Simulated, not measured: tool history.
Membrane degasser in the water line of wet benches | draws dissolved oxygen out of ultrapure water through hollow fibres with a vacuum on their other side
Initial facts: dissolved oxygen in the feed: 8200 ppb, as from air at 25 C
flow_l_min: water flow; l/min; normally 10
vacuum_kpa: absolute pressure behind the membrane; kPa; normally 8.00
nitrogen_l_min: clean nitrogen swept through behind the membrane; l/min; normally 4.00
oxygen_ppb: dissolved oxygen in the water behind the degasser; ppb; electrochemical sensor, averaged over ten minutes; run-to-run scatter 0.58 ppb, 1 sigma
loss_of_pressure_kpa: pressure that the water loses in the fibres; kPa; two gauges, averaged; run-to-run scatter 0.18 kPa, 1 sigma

| run | hour | flow_l_min | vacuum_kpa | nitrogen_l_min | oxygen_ppb | loss_of_pressure_kpa |
|---|---|---|---|---|---|---|
| 1 | 0.0 | 10 | 8.00 | 4.00 | 50.6 | 36.42 |
| 2 | 75.3 | 10 | 8.00 | 4.00 | 51.1 | 36.51 |
| 3 | 128.2 | 10 | 8.00 | 3.29 | 58.1 | 36.69 |
| 4 | 184.7 | 10 | 8.00 | 3.29 | 58.9 | 36.50 |
| 5 | 239.1 | 7 | 8.00 | 3.29 | 35.3 | 25.75 |
| 6 | 296.0 | 7 | 8.00 | 3.29 | 35.6 | 25.53 |
| 7 | 359.2 | 10 | 8.00 | 4.00 | 52.4 | 36.68 |
| 8 | 399.6 | 10 | 8.00 | 4.00 | 52.2 | 36.70 |
| 9 | 491.7 | 10 | 8.00 | 4.00 | 51.5 | 36.76 |
| 10 | 572.1 | 7 | 8.00 | 4.00 | 31.0 | 25.96 |
| 11 | 615.7 | 13 | 8.00 | 4.00 | 76.6 | 47.58 |
| 12 | 669.2 | 13 | 8.00 | 4.00 | 77.1 | 47.64 |
| 13 | 746.9 | 13 | 8.00 | 4.00 | 78.2 | 47.90 |
| 14 | 824.4 | 13 | 8.00 | 11.27 | 52.8 | 47.62 |
| 15 | 896.8 | 13 | 8.00 | 11.27 | 52.6 | 47.75 |
| 16 | 950.3 | 13 | 8.00 | 11.27 | 52.2 | 47.57 |
| 17 | 1019.9 | 6 | 8.00 | 4.00 | 24.4 | 22.03 |
| 18 | 1104.5 | 15 | 11.98 | 6.08 | 106.7 | 55.27 |
| 19 | 1167.7 | 7 | 11.98 | 2.52 | 70.7 | 25.65 |
| 20 | 1218.5 | 7 | 11.98 | 2.52 | 71.4 | 25.96 |
| 21 | 1290.4 | 9 | 7.64 | 1.98 | 68.8 | 32.74 |
| 22 | 1352.7 | 6 | 8.14 | 6.36 | 18.3 | 21.81 |
| 23 | 1396.0 | 6 | 8.14 | 6.36 | 18.4 | 21.98 |
| 24 | 1464.6 | 15 | 5.09 | 4.00 | 69.8 | 55.15 |
| 25 | 1554.4 | 15 | 5.09 | 4.00 | 71.1 | 55.14 |
| 26 | 1594.5 | 15 | 13.37 | 8.17 | 98.3 | 55.01 |
| 27 | 1684.3 | 15 | 13.37 | 8.17 | 98.8 | 54.95 |

What if the next run were any one of these 5? Each begins from the tool's condition after run 27:
| A | 1724.3 | 15 | 8.00 | 3.46 | ? | ? |
| B | 1724.3 | 15 | 10.24 | 8.17 | ? | ? |
| C | 1724.3 | 7 | 16.02 | 6.79 | ? | ? |
| D | 1724.3 | 11 | 17.16 | 5.99 | ? | ? |
| E | 1724.3 | 10 | 8.00 | 3.95 | ? | ? |

| run | oxygen_ppb | loss_of_pressure_kpa |
|---|---|---|
| A | 103.2 | 55.26 |
| B | 84.6 | 55.21 |
| C | 43.6 | 26.12 |
| D | 90.9 | 40.52 |
| E | 53.4 | 37.09 |
With no hidden state in the tool, these same runs would have given:
| run | oxygen_ppb | loss_of_pressure_kpa |
|---|---|---|
| A | 96.4 | 54.06 |
| B | 78.5 | 54.00 |
| C | 41.8 | 25.55 |
| D | 87.0 | 39.63 |
| E | 49.8 | 36.29 |
